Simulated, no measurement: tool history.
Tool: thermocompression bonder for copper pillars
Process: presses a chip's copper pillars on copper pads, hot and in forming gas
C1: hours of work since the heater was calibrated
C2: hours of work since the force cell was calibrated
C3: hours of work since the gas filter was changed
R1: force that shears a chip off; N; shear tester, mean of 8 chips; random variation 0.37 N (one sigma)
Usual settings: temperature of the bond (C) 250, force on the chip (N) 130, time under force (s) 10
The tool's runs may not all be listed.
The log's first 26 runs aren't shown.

run 27 hour=281.9 | temperature_of_the_bond_(C)=272 force_on_the_chip_(N)=122 time_under_force_(s)=10 | C1=575 C2=167 C3=61 | R1=61.4
run 28 hour=298.3 | temperature_of_the_bond_(C)=258 force_on_the_chip_(N)=87 time_under_force_(s)=17 | C1=583 C2=175 C3=69 | R1=46.3
run 29 hour=314.1 | temperature_of_the_bond_(C)=258 force_on_the_chip_(N)=96 time_under_force_(s)=14 | C1=590 C2=183 C3=76 | R1=47.0
run 30 hour=328.8 | temperature_of_the_bond_(C)=232 force_on_the_chip_(N)=112 time_under_force_(s)=10 | C1=598 C2=190 C3=83 | R1=32.3
run 31 hour=336.9 | temperature_of_the_bond_(C)=232 force_on_the_chip_(N)=182 time_under_force_(s)=10 | C1=601 C2=194 C3=87 | R1=52.4
run 32 hour=343.9 | temperature_of_the_bond_(C)=250 force_on_the_chip_(N)=124 time_under_force_(s)=18 | C1=605 C2=197 C3=91 | R1=57.7
run 33 hour=354.8 | temperature_of_the_bond_(C)=234 force_on_the_chip_(N)=124 time_under_force_(s)=11 | C1=610 C2=202 C3=96 | R1=38.7
run 34 hour=362.8 | temperature_of_the_bond_(C)=234 force_on_the_chip_(N)=124 time_under_force_(s)=11 | C1=614 C2=206 C3=100 | R1=38.7
run 35 hour=371.2 | temperature_of_the_bond_(C)=239 force_on_the_chip_(N)=85 time_under_force_(s)=9 | C1=618 C2=210 C3=104 | R1=25.7
run 36 hour=379.8 | temperature_of_the_bond_(C)=239 force_on_the_chip_(N)=85 time_under_force_(s)=9 | C1=622 C2=214 C3=108 | R1=26.0
run 37 hour=388.2 | temperature_of_the_bond_(C)=221 force_on_the_chip_(N)=156 time_under_force_(s)=10 | C1=626 C2=218 C3=112 | R1=37.9
run 38 hour=402.1 | temperature_of_the_bond_(C)=267 force_on_the_chip_(N)=130 time_under_force_(s)=10 | C1=633 C2=225 C3=119 | R1=60.6
run 39 hour=415.2 | temperature_of_the_bond_(C)=231 force_on_the_chip_(N)=156 time_under_force_(s)=15 | C1=639 C2=231 C3=125 | R1=51.2
run 40 hour=430.7 | temperature_of_the_bond_(C)=235 force_on_the_chip_(N)=124 time_under_force_(s)=17 | C1=647 C2=239 C3=132 | R1=46.3

Forecast each of these 4 alternatives for the next run:
run A hour=446.8 | temperature_of_the_bond_(C)=250 force_on_the_chip_(N)=170 time_under_force_(s)=10 | C1=654 C2=246 C3=140 | R1=?
run B hour=446.8 | temperature_of_the_bond_(C)=234 force_on_the_chip_(N)=173 time_under_force_(s)=10 | C1=654 C2=246 C3=140 | R1=?
run C hour=446.8 | temperature_of_the_bond_(C)=242 force_on_the_chip_(N)=130 time_under_force_(s)=6 | C1=654 C2=246 C3=140 | R1=?
run D hour=446.8 | temperature_of_the_bond_(C)=251 force_on_the_chip_(N)=173 time_under_force_(s)=9 | C1=654 C2=246 C3=140 | R1=?

run=A R1=62.3
run=B R1=51.2
run=C R1=36.4
run=D R1=62.1
Without the tool's hidden state the same runs would have given:
run=A R1=62.3
run=B R1=51.3
run=C R1=36.5
run=D R1=62.2
